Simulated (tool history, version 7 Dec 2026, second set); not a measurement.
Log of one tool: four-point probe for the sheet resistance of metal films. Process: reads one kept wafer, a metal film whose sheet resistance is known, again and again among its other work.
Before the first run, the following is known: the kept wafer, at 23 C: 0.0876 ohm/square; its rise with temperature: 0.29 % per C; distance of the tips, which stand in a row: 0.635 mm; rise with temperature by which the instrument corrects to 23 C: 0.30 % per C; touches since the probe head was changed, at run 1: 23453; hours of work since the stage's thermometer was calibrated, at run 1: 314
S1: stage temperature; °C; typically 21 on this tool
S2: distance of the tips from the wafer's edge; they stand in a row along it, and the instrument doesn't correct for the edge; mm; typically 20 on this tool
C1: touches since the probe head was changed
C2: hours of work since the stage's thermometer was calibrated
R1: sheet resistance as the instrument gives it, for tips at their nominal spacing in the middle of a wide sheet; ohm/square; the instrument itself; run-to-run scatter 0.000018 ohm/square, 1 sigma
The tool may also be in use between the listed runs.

run   hour  S1  S2     C1   C2        R1
  1      0  21  20  23453  314  0.087261
  2   11.7  21  20  23926  320  0.087278
  3   23.7  21  20  24407  326  0.087225
  4   34.1  21  20  24826  331  0.087264
  5   42.8  21  20  25179  335  0.087252
  6   55.3  21  39  25681  342  0.087244
  7   62.9  21  25  25991  345  0.087219
  8   71.7  21  25  26344  350  0.087269
  9   82.1  21  25  26762  355  0.087215
 10   96.7  21  25  27354  362  0.087276
 11  112.5  21  25  27989  370  0.087277
 12  128.8  21  25  28647  378  0.087261
 13  146.3  32  20  29354  387  0.087258
 14    159  32  20  29866  393   0.08724
 15  177.8  32  20  30624  403  0.087242
 16    189  21  28  31074  408  0.087271
 17  198.1  21  28  31442  413  0.087299
 18  214.4  21  50  32099  421  0.087252
 19  228.6  21  50  32672  428  0.087311
 20    241  21  50  33172  434  0.087297
 21  255.2  25  20  33745  441  0.087324
 22  267.4  25  20  34235  447  0.087324
 23    278  25  20  34662  453   0.08733
 24  294.9  20  39  35343  461  0.087304

What will run 25 give?
 25  312.6  34  38  36059  470   ?

{"run 25": {"R1": 0.087258}}
On a tool with no hidden condition, and with the same random variation, this run would have come out at R1 0.087558 ohm/square.
